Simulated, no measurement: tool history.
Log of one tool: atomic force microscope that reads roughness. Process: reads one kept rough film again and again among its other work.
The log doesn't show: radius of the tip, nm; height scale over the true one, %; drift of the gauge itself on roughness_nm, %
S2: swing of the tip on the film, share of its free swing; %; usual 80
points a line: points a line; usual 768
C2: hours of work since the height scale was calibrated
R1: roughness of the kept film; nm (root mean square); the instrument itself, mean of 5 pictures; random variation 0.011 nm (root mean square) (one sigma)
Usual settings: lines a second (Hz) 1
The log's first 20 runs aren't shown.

{"run": 21, "hour": 260.8, "lines a second (Hz)": 1, "S2": 80, "points a line": 768, "pictures with this tip": 251, "C2": 195, "R1": 2.531}
{"run": 22, "hour": 269.3, "lines a second (Hz)": 1, "S2": 80, "points a line": 768, "pictures with this tip": 264, "C2": 201, "R1": 2.532}
{"run": 23, "hour": 281.2, "lines a second (Hz)": 1, "S2": 73, "points a line": 813, "pictures with this tip": 282, "C2": 208, "R1": 2.556}
{"run": 24, "hour": 295.8, "lines a second (Hz)": 2.19, "S2": 75, "points a line": 569, "pictures with this tip": 303, "C2": 218, "R1": 2.407}
{"hour": 306.1, "done": "new tip fitted"}
{"run": 25, "hour": 314.4, "lines a second (Hz)": 2.09, "S2": 68, "points a line": 413, "pictures with this tip": 13, "C2": 230, "R1": 2.6}
{"run": 26, "hour": 324.9, "lines a second (Hz)": 0.89, "S2": 56, "points a line": 833, "pictures with this tip": 28, "C2": 236, "R1": 2.744}
{"run": 27, "hour": 338.3, "lines a second (Hz)": 0.52, "S2": 56, "points a line": 284, "pictures with this tip": 48, "C2": 245, "R1": 2.729}
{"run": 28, "hour": 350.2, "lines a second (Hz)": 2, "S2": 67, "points a line": 768, "pictures with this tip": 66, "C2": 252, "R1": 2.582}
{"run": 29, "hour": 364.2, "lines a second (Hz)": 1.56, "S2": 80, "points a line": 947, "pictures with this tip": 87, "C2": 261, "R1": 2.533}
{"run": 30, "hour": 372.0, "lines a second (Hz)": 1.21, "S2": 81, "points a line": 349, "pictures with this tip": 99, "C2": 266, "R1": 2.536}
{"run": 31, "hour": 390.4, "lines a second (Hz)": 1.32, "S2": 72, "points a line": 349, "pictures with this tip": 127, "C2": 278, "R1": 2.587}
{"run": 32, "hour": 402.8, "lines a second (Hz)": 1.32, "S2": 62, "points a line": 349, "pictures with this tip": 145, "C2": 286, "R1": 2.644}
{"run": 33, "hour": 419.5, "lines a second (Hz)": 1.66, "S2": 62, "points a line": 285, "pictures with this tip": 170, "C2": 297, "R1": 2.604}
{"run": 34, "hour": 437.1, "lines a second (Hz)": 1.97, "S2": 62, "points a line": 452, "pictures with this tip": 197, "C2": 308, "R1": 2.579}
{"run": 35, "hour": 447.2, "lines a second (Hz)": 0.59, "S2": 66, "points a line": 274, "pictures with this tip": 212, "C2": 315, "R1": 2.653}
{"run": 36, "hour": 459.5, "lines a second (Hz)": 2.77, "S2": 80, "points a line": 768, "pictures with this tip": 230, "C2": 323, "R1": 2.322}
{"run": 37, "hour": 476.7, "lines a second (Hz)": 2.77, "S2": 66, "points a line": 768, "pictures with this tip": 256, "C2": 334, "R1": 2.469}
{"run": 38, "hour": 487.8, "lines a second (Hz)": 2.77, "S2": 66, "points a line": 768, "pictures with this tip": 273, "C2": 341, "R1": 2.47}
{"run": 39, "hour": 496.8, "lines a second (Hz)": 0.98, "S2": 57, "points a line": 496, "pictures with this tip": 286, "C2": 346, "R1": 2.626}
{"run": 40, "hour": 507.4, "lines a second (Hz)": 1.89, "S2": 77, "points a line": 534, "pictures with this tip": 302, "C2": 353, "R1": 2.432}
{"hour": 518.1, "done": "new tip fitted"}
{"run": 41, "hour": 522.1, "lines a second (Hz)": 1.89, "S2": 77, "points a line": 534, "pictures with this tip": 6, "C2": 362, "R1": 2.525}

5 ways to go on from here, each from the tool as it stands after run 41. What would each give?
{"run": "A", "hour": 536.0, "lines a second (Hz)": 2.91, "S2": 80, "points a line": 768, "pictures with this tip": 27, "C2": 371, "R1": "?"}
{"run": "B", "hour": 536.0, "lines a second (Hz)": 1, "S2": 77, "points a line": 534, "pictures with this tip": 27, "C2": 371, "R1": "?"}
{"run": "C", "hour": 536.0, "lines a second (Hz)": 1.52, "S2": 67, "points a line": 613, "pictures with this tip": 27, "C2": 371, "R1": "?"}
{"run": "D", "hour": 536.0, "lines a second (Hz)": 2.97, "S2": 66, "points a line": 534, "pictures with this tip": 27, "C2": 371, "R1": "?"}
{"run": "E", "hour": 536.0, "lines a second (Hz)": 1.03, "S2": 69, "points a line": 483, "pictures with this tip": 27, "C2": 371, "R1": "?"}

run=A R1=2.382
run=B R1=2.622
run=C R1=2.617
run=D R1=2.557
run=E R1=2.653
Without the tool's hidden state the same runs would have given:
run=A R1=2.403
run=B R1=2.645
run=C R1=2.639
run=D R1=2.579
run=E R1=2.676

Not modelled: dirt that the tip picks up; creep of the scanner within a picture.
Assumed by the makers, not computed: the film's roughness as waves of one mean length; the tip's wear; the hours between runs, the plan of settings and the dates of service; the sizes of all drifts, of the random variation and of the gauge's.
